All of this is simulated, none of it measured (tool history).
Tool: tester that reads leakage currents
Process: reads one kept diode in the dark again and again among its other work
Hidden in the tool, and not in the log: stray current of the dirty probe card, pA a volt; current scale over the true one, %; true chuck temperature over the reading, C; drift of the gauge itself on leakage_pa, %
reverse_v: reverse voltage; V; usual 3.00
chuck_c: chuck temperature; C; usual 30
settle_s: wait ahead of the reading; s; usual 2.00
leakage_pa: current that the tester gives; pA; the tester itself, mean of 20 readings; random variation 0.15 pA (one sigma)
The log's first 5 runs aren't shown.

run    hour  reverse_v  chuck_c  settle_s  hours of work since the probe card was cleaned  hours of work since the tester was calibrated  hours of work since the chuck was calibrated  leakage_pa
  6   330.0       3.00       30      2.00                                            1573                                           1077                                           590       47.05
  7   395.9       3.00       30      2.00                                            1606                                           1110                                           622       47.01
  8   435.5       3.00       30      2.00                                            1626                                           1130                                           642       46.98
  9   483.9       3.00       38      2.00                                            1650                                           1154                                           666       92.79
 10   558.6       3.00       32      2.00                                            1687                                           1191                                           704       55.86
 11   608.9       3.00       30      1.52                                            1712                                           1216                                           729       47.22
 12   700.7       3.00       50      2.00                                            1758                                           1262                                           775      242.06
 13   774.3       1.83       30      2.00                                            1795                                           1299                                           811       38.75
 14   814.6       3.00       30      2.00                                            1815                                           1319                                           831       46.83
 15   904.9       2.79       30      2.00                                            1860                                           1364                                           877       45.51
 16   964.1       2.79       30      2.00                                            1889                                           1394                                           906       46.05
 17  1055.1       2.79       30      2.00                                            1935                                           1439                                           952       45.64
 18  1126.9       8.93       30      2.00                                            1971                                           1475                                           987       72.54
     1153.8  -- probe card cleaned and baked
 19  1186.1       8.93       30      2.00                                              16                                           1503                                          1015       72.51
 20  1242.4       3.35       55      0.34                                              44                                           1531                                          1043      369.41
 21  1280.5      10.05       29      2.00                                              63                                           1550                                          1063       69.52
 22  1369.7      10.05       29      2.00                                             108                                           1595                                          1107       69.37
 23  1454.2      10.05       29      2.00                                             150                                           1637                                          1149       69.68
 24  1518.0      10.05       29      2.00                                             182                                           1669                                          1181       70.13
     1546.9  -- chuck's temperature calibrated
 25  1562.0       7.71       30      0.67                                             203                                           1690                                             8       70.15
 26  1617.2       7.71       30      0.67                                             230                                           1717                                            35       70.15
 27  1676.1      19.42       54      2.60                                             260                                           1747                                            65      675.15
 28  1745.0       7.69       54      2.60                                             294                                           1781                                            99      470.78
 29  1786.0       7.69       54      2.79                                             315                                           1801                                           119      471.00

The next listed run, before its measurement:
 30  1869.2      10.41       30      2.95                                             356                                           1843                                           161           ?

{"run 30": {"leakage_pa": 76.14}}
Without the tool's hidden state the same run would have given leakage_pa 76.11 pA.
